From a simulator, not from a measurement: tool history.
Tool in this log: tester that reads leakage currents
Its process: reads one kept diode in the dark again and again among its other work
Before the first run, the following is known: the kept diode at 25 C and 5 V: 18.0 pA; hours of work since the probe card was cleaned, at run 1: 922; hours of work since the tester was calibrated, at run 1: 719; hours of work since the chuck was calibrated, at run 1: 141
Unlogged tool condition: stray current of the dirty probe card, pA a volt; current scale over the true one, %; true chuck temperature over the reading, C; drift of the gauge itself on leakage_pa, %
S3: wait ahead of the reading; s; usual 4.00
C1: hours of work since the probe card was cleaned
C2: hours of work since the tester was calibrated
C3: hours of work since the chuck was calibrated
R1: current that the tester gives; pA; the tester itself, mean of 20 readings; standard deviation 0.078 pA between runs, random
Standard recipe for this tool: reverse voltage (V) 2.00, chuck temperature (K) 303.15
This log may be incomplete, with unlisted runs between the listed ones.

run 1 hour=0.0 | reverse_voltage_(V)=2.00 chuck_temperature_(K)=303.15 S3=4.00 | C1=922 C2=719 C3=141 | R1=19.68
run 2 hour=58.1 | reverse_voltage_(V)=2.15 chuck_temperature_(K)=303.15 S3=4.00 | C1=949 C2=746 C3=167 | R1=20.21
run 3 hour=111.5 | reverse_voltage_(V)=2.00 chuck_temperature_(K)=303.15 S3=9.36 | C1=973 C2=770 C3=191 | R1=19.73
run 4 hour=157.5 | reverse_voltage_(V)=2.00 chuck_temperature_(K)=303.15 S3=0.40 | C1=993 C2=790 C3=212 | R1=20.32
run 5 hour=212.2 | reverse_voltage_(V)=2.00 chuck_temperature_(K)=303.15 S3=0.40 | C1=1018 C2=815 C3=237 | R1=20.26
run 6 hour=256.2 | reverse_voltage_(V)=2.00 chuck_temperature_(K)=308.15 S3=0.40 | C1=1038 C2=835 C3=256 | R1=30.79
run 7 hour=321.2 | reverse_voltage_(V)=2.00 chuck_temperature_(K)=308.15 S3=0.40 | C1=1067 C2=864 C3=286 | R1=30.87
run 8 hour=364.0 | reverse_voltage_(V)=2.00 chuck_temperature_(K)=308.15 S3=0.40 | C1=1086 C2=883 C3=305 | R1=30.94
run 9 hour=419.1 | reverse_voltage_(V)=2.00 chuck_temperature_(K)=303.15 S3=4.00 | C1=1111 C2=908 C3=330 | R1=19.77
run 10 hour=455.7 | reverse_voltage_(V)=2.00 chuck_temperature_(K)=303.15 S3=5.13 | C1=1128 C2=925 C3=346 | R1=19.85
run 11 hour=493.6 | reverse_voltage_(V)=2.00 chuck_temperature_(K)=303.15 S3=5.13 | C1=1145 C2=942 C3=363 | R1=19.75
run 12 hour=557.9 | reverse_voltage_(V)=2.00 chuck_temperature_(K)=303.15 S3=0.90 | C1=1174 C2=971 C3=392 | R1=19.97
run 13 hour=624.6 | reverse_voltage_(V)=2.00 chuck_temperature_(K)=303.15 S3=0.30 | C1=1204 C2=1001 C3=422 | R1=20.56
run 14 hour=673.7 | reverse_voltage_(V)=2.00 chuck_temperature_(K)=303.15 S3=0.30 | C1=1226 C2=1023 C3=444 | R1=20.33
run 15 hour=703.1 | reverse_voltage_(V)=2.00 chuck_temperature_(K)=293.15 S3=0.30 | C1=1239 C2=1036 C3=458 | R1=8.67
run 16 hour=733.5 | reverse_voltage_(V)=2.00 chuck_temperature_(K)=293.15 S3=0.30 | C1=1253 C2=1050 C3=471 | R1=8.78
run 17 hour=787.9 | reverse_voltage_(V)=1.81 chuck_temperature_(K)=299.15 S3=9.86 | C1=1277 C2=1074 C3=496 | R1=13.32
run 18 hour=848.1 | reverse_voltage_(V)=16.76 chuck_temperature_(K)=332.15 S3=3.28 | C1=1304 C2=1101 C3=523 | R1=455.13
run 19 hour=901.6 | reverse_voltage_(V)=16.76 chuck_temperature_(K)=332.15 S3=3.28 | C1=1328 C2=1125 C3=547 | R1=455.22
run 20 hour=940.2 | reverse_voltage_(V)=16.76 chuck_temperature_(K)=332.15 S3=3.28 | C1=1346 C2=1143 C3=564 | R1=454.06
run 21 hour=982.3 | reverse_voltage_(V)=16.76 chuck_temperature_(K)=332.15 S3=3.28 | C1=1365 C2=1162 C3=583 | R1=455.93
run 22 hour=1024.7 | reverse_voltage_(V)=10.91 chuck_temperature_(K)=332.15 S3=4.82 | C1=1384 C2=1181 C3=602 | R1=386.15

What if the next run were any one of these 5? Each begins from the tool's condition after run 22:
run A hour=1057.7 | reverse_voltage_(V)=10.91 chuck_temperature_(K)=314.15 S3=1.32 | C1=1398 C2=1196 C3=617 | R1=?
run B hour=1057.7 | reverse_voltage_(V)=8.32 chuck_temperature_(K)=332.15 S3=0.66 | C1=1398 C2=1196 C3=617 | R1=?
run C hour=1057.7 | reverse_voltage_(V)=9.54 chuck_temperature_(K)=297.15 S3=1.48 | C1=1398 C2=1196 C3=617 | R1=?
run D hour=1057.7 | reverse_voltage_(V)=2.00 chuck_temperature_(K)=300.15 S3=3.01 | C1=1398 C2=1196 C3=617 | R1=?
run E hour=1057.7 | reverse_voltage_(V)=1.18 chuck_temperature_(K)=294.15 S3=0.34 | C1=1398 C2=1196 C3=617 | R1=?

run=A R1=96.91
run=B R1=345.72
run=C R1=22.04
run=D R1=15.35
run=E R1=7.56
Without the tool's hidden state the same runs would have given:
run=A R1=96.83
run=B R1=345.49
run=C R1=22.01
run=D R1=15.33
run=E R1=7.55

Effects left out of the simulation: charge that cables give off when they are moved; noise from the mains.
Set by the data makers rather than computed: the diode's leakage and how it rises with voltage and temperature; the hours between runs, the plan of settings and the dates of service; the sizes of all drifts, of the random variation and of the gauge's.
